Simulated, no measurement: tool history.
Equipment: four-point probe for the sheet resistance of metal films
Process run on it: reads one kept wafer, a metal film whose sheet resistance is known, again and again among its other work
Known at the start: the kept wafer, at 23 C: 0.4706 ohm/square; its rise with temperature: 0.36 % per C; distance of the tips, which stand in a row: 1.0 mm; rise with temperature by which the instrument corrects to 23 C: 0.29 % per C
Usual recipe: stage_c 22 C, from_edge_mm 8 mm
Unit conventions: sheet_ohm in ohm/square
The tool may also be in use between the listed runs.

| run | day | stage_c | from_edge_mm | sheet_ohm |
|---|---|---|---|---|
| 1 | 0.000 | 22 | 8 | 0.472377 |
| 2 | 3.179 | 22 | 8 | 0.471925 |
| 3 | 5.708 | 22 | 8 | 0.471604 |
| 4 | 8.158 | 22 | 44 | 0.467455 |
| 5 | 11.825 | 22 | 44 | 0.466989 |
| 6 | 15.012 | 22 | 44 | 0.466306 |
| 7 | 17.683 | 22 | 44 | 0.466173 |
| 8 | 19.679 | 22 | 44 | 0.465884 |
| 9 | 22.729 | 22 | 44 | 0.465301 |
| 10 | 26.221 | 22 | 44 | 0.464797 |
| 11 | 28.304 | 22 | 44 | 0.464705 |
| 12 | 31.662 | 22 | 8 | 0.468050 |
| 13 | 34.500 | 22 | 28 | 0.463875 |
| 14 | 36.800 | 22 | 28 | 0.463584 |
| 15 | 38.450 | 22 | 28 | 0.463587 |
|  | 41.717 | new probe head fitted |
| 16 | 41.946 | 22 | 8 | 0.472978 |
| 17 | 45.254 | 22 | 8 | 0.472563 |
| 18 | 47.975 | 22 | 8 | 0.472307 |
|  | 48.154 | stage's thermometer calibrated |
| 19 | 49.796 | 22 | 8 | 0.471623 |
| 20 | 51.992 | 22 | 10 | 0.469872 |
| 21 | 54.579 | 22 | 8 | 0.470948 |
| 22 | 58.404 | 22 | 9 | 0.469609 |
| 23 | 60.662 | 22 | 23 | 0.466634 |
|  | 63.846 | stage's thermometer calibrated, once more |
| 24 | 63.871 | 30 | 13 | 0.471470 |
| 25 | 67.242 | 28 | 13 | 0.470253 |
| 26 | 69.704 | 26 | 40 | 0.467875 |
| 27 | 73.271 | 26 | 40 | 0.467338 |
| 28 | 76.292 | 26 | 40 | 0.467008 |
| 29 | 80.017 | 26 | 43 | 0.466369 |
| 30 | 82.212 | 31 | 9 | 0.470569 |
| 31 | 85.408 | 31 | 5 | 0.476877 |
| 32 | 87.242 | 21 | 8 | 0.467684 |
| 33 | 90.288 | 21 | 8 | 0.467294 |
| 34 | 93.521 | 21 | 8 | 0.466847 |
|  | 95.488 | new probe head fitted |
| 35 | 95.488 | 21 | 8 | 0.475171 |
| 36 | 98.079 | 19 | 30 | 0.470409 |
| 37 | 100.329 | 19 | 30 | 0.470063 |
| 38 | 102.262 | 24 | 30 | 0.471477 |
| 39 | 105.688 | 27 | 6 | 0.478570 |
| 40 | 108.429 | 34 | 10 | 0.475986 |
| 41 | 112.158 | 19 | 9 | 0.471310 |
| 42 | 114.708 | 22 | 6 | 0.475739 |
| 43 | 116.704 | 23 | 74 | 0.468739 |
| 44 | 118.921 | 30 | 8 | 0.474470 |
| 45 | 120.912 | 19 | 6 | 0.473809 |

4 options for the next run, each taken on its own from the tool as it stands now. Forecast them:
| A | 122.638 | 30 | 6 | ? |
| B | 122.638 | 23 | 12 | ? |
| C | 122.638 | 23 | 13 | ? |
| D | 122.638 | 22 | 8 | ? |

| run | sheet_ohm |
|---|---|
| A | 0.476885 |
| B | 0.469625 |
| C | 0.469390 |
| D | 0.471534 |
The same runs, with their run-to-run variation unchanged, on a tool lacking any hidden condition would have given:
| run | sheet_ohm |
|---|---|
| A | 0.479577 |
| B | 0.472293 |
| C | 0.472057 |
| D | 0.474215 |

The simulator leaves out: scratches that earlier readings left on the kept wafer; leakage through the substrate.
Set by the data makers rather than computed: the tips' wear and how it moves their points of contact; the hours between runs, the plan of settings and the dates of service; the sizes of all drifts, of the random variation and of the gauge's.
